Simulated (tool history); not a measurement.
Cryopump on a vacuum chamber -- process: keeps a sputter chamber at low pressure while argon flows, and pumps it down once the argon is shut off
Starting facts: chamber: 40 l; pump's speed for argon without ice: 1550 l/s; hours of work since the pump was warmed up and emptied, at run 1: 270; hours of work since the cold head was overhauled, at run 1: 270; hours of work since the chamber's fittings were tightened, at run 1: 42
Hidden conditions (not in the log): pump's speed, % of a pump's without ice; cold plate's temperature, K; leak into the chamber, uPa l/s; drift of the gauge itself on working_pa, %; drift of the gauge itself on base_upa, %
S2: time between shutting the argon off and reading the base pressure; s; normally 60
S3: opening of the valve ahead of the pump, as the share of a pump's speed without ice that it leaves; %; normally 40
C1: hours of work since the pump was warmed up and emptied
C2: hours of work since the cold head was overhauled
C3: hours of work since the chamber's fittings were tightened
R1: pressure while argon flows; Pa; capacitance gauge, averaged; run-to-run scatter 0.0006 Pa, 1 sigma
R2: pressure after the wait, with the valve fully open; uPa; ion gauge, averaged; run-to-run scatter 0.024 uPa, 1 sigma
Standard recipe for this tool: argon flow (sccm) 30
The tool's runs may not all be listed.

run 1 hour=0 | argon_flow_(sccm)=30 S2=60 S3=40 | C1=270 C2=270 C3=42 | R1=0.0857 R2=0.97
run 2 hour=12.2 | argon_flow_(sccm)=30 S2=60 S3=40 | C1=279 C2=279 C3=51 | R1=0.0851 R2=0.98
run 3 hour=25.7 | argon_flow_(sccm)=30 S2=60 S3=24 | C1=289 C2=289 C3=61 | R1=0.1395 R2=1.02
run 4 hour=34.2 | argon_flow_(sccm)=30 S2=60 S3=24 | C1=296 C2=296 C3=68 | R1=0.1397 R2=1.02
run 5 hour=46 | argon_flow_(sccm)=30 S2=60 S3=24 | C1=305 C2=305 C3=77 | R1=0.1401 R2=1.06
run 6 hour=59.7 | argon_flow_(sccm)=30 S2=60 S3=29 | C1=315 C2=315 C3=87 | R1=0.1173 R2=1.08
run 7 hour=73.6 | argon_flow_(sccm)=30 S2=60 S3=29 | C1=326 C2=326 C3=98 | R1=0.1179 R2=1.09
run 8 hour=81.9 | argon_flow_(sccm)=30 S2=60 S3=29 | C1=332 C2=332 C3=104 | R1=0.1179 R2=1.14
run 9 hour=90.6 | argon_flow_(sccm)=30 S2=182 S3=40 | C1=339 C2=339 C3=111 | R1=0.0864 R2=0.69
run 10 hour=102.6 | argon_flow_(sccm)=34 S2=99 S3=40 | C1=348 C2=348 C3=120 | R1=0.0988 R2=0.95
run 11 hour=116.8 | argon_flow_(sccm)=34 S2=99 S3=22 | C1=359 C2=359 C3=131 | R1=0.1742 R2=0.92

Consider 5 possible next runs. They are alternatives, not a sequence: every one starts from the tool as it was left by run 11. What does each give?
run A hour=129.6 | argon_flow_(sccm)=54 S2=99 S3=28 | C1=369 C2=369 C3=141 | R1=? R2=?
run B hour=129.6 | argon_flow_(sccm)=30 S2=105 S3=40 | C1=369 C2=369 C3=141 | R1=? R2=?
run C hour=129.6 | argon_flow_(sccm)=42 S2=129 S3=22 | C1=369 C2=369 C3=141 | R1=? R2=?
run D hour=129.6 | argon_flow_(sccm)=39 S2=99 S3=34 | C1=369 C2=369 C3=141 | R1=? R2=?
run E hour=129.6 | argon_flow_(sccm)=48 S2=99 S3=22 | C1=369 C2=369 C3=141 | R1=? R2=?

run=A R1=0.2199 R2=0.95
run=B R1=0.0869 R2=0.95
run=C R1=0.2147 R2=0.88
run=D R1=0.1319 R2=0.94
run=E R1=0.2471 R2=1.01
Take away the tool's hidden state, keep each run's random variation, and the runs would have read:
run=A R1=0.2111 R2=0.57
run=B R1=0.082 R2=0.56
run=C R1=0.2079 R2=0.5
run=D R1=0.1255 R2=0.56
run=E R1=0.2392 R2=0.61
